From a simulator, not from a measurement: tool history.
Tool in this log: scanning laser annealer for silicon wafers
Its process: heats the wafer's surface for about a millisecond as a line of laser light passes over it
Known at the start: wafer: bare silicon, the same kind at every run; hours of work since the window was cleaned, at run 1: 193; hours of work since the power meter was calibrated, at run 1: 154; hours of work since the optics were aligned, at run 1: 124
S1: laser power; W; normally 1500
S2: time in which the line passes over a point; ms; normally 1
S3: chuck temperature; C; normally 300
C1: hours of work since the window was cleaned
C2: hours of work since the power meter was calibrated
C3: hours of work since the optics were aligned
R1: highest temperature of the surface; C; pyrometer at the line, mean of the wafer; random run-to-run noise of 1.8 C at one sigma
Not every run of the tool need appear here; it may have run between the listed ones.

| run | hour | S1 | S2 | S3 | C1 | C2 | C3 | R1 |
|---|---|---|---|---|---|---|---|---|
| 1 | 0 | 1500 | 1 | 300 | 193 | 154 | 124 | 1012 |
| 2 | 24.7 | 1500 | 1 | 279 | 211 | 172 | 143 | 989 |
| 3 | 60.5 | 1500 | 1 | 279 | 238 | 199 | 170 | 985 |
| 4 | 76.9 | 1550 | 1 | 300 | 251 | 212 | 182 | 1030 |
| 5 | 96.6 | 1550 | 1.18 | 300 | 266 | 227 | 197 | 1103 |
| 6 | 129.5 | 1403 | 1 | 281 | 291 | 252 | 222 | 940 |
| 7 | 154.8 | 1640 | 1.14 | 288 | 310 | 271 | 241 | 1119 |
| 8 | 188.6 | 1500 | 1 | 260 | 335 | 296 | 267 | 963 |
| 9 | 221.4 | 1381 | 0.83 | 309 | 360 | 321 | 291 | 890 |
| 10 | 257.5 | 1315 | 0.96 | 320 | 387 | 349 | 319 | 922 |

Selected run-to-run steps in R1, each split into two signed amounts: the part the tool would show with no hidden state at all (from settings, incoming material and random variation), and the remainder, which goes to the hidden state together with any gauge scatter not common to the measured and the hidden-state-free results:
What the log doesn't record here: light that passes the window, % of a clean one's; laser's true power over the reading, %; width of the line over the set one, %; drift of the gauge itself on peak_c, C.
Run 6 -> 7: S1 1403 -> 1640, S2 1 -> 1.14, S3 281 -> 288. R1 +179 C: hidden state -5, all else +184.

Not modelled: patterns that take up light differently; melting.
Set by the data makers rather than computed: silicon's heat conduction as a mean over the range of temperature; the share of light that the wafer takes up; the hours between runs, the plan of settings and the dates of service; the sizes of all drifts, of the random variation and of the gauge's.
